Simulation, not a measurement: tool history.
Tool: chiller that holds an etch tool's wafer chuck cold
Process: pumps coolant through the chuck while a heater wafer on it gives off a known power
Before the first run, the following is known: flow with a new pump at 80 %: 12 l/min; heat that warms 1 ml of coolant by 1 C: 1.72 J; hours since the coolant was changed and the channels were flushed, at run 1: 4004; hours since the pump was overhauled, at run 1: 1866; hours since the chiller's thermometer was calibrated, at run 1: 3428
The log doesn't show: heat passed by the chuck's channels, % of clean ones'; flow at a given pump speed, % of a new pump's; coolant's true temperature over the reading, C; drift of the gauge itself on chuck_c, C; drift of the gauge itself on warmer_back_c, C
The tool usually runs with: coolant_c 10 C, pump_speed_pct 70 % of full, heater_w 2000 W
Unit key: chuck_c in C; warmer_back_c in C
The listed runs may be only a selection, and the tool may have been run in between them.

run,day,coolant_c,pump_speed_pct,heater_w,hours since the coolant was changed and the channels were flushed,hours since the pump was overhauled,hours since the chiller's thermometer was calibrated,chuck_c,warmer_back_c
1,0,10,70,2000,4004,1866,3428,27.8,6.94
2,1.35,10,96,2000,4037,1899,3461,23.4,5.03
3,3.129,2,70,2000,4080,1941,3503,20.2,7.02
4,5.367,2,70,2000,4133,1995,3557,20.1,6.93
5,7.488,2,70,2000,4184,2046,3608,20.1,6.97
6,9.483,2,70,1458,4232,2094,3656,15,5.07
7,11.933,10,70,2000,4291,2153,3715,28.3,7.01
8,14.612,10,70,1085,4355,2217,3779,19.4,3.81
9,17.321,10,68,2000,4420,2282,3844,28.7,7.23
10,20.162,10,68,2000,4488,2350,3912,28.8,7.26
11,21.738,10,70,2000,4526,2388,3950,28.4,7.02
12,24.508,10,70,2000,4593,2455,4017,28.4,7.03
13,25.858,10,70,2000,4625,2487,4049,28.3,7
14,28.2,10,70,2000,4681,2543,4105,28.5,7.03
15,30.079,10,70,2000,4726,2588,4150,28.5,7.07
# day 30.312: chiller's thermometer calibrated
16,31.55,10,70,2000,4761,2623,30,27.9,7.1
17,33.117,10,94,1920,4798,2660,67,22.9,4.99
18,36.021,1,86,2705,4868,2730,137,21.5,7.71
19,38.058,1,86,2705,4917,2779,186,21.6,7.8
20,40.079,1,86,2705,4965,2827,234,21.7,7.8
21,42.171,1,86,2705,5016,2878,285,21.5,7.79
# day 44.125: chiller's thermometer calibrated, once more
22,44.438,1,86,2705,5069,2931,7,23.2,7.83
23,45.621,1,86,2705,5097,2959,36,23.3,7.78
24,47.429,1,86,2705,5141,3003,79,23.2,7.85
25,48.688,9,70,2000,5171,3033,109,28.6,7.13
26,50.988,9,69,2515,5226,3088,165,34.2,9.07
# day 52.342: coolant changed, channels flushed
27,53.075,19,69,2515,18,3132,209,41.5,9.11
28,55.975,18,78,1161,87,3202,278,27.3,3.73
29,58.4,11,70,2000,145,3260,337,28.8,7.19
30,60.45,11,70,2000,195,3309,386,28.8,7.09
31,61.9,11,70,2000,229,3344,421,28.7,7.21

The same runs without the tool's hidden state, with the same run-to-run variation:
run,chuck_c,warmer_back_c
1,26.3,6.65
2,22.4,4.82
3,18.7,6.72
4,18.5,6.62
5,18.4,6.65
6,14,4.83
7,26.6,6.68
8,18.9,3.62
9,26.9,6.86
10,27,6.88
11,26.6,6.64
12,26.5,6.64
13,26.4,6.6
14,26.5,6.62
15,26.5,6.65
16,26.5,6.68
17,22.2,4.68
18,19.6,7.23
19,19.7,7.31
20,19.7,7.3
21,19.4,7.28
22,19.6,7.31
23,19.7,7.25
24,19.6,7.32
25,25.5,6.64
26,30.1,8.43
27,40,8.46
28,26.7,3.46
29,27.5,6.65
30,27.5,6.55
31,27.4,6.66
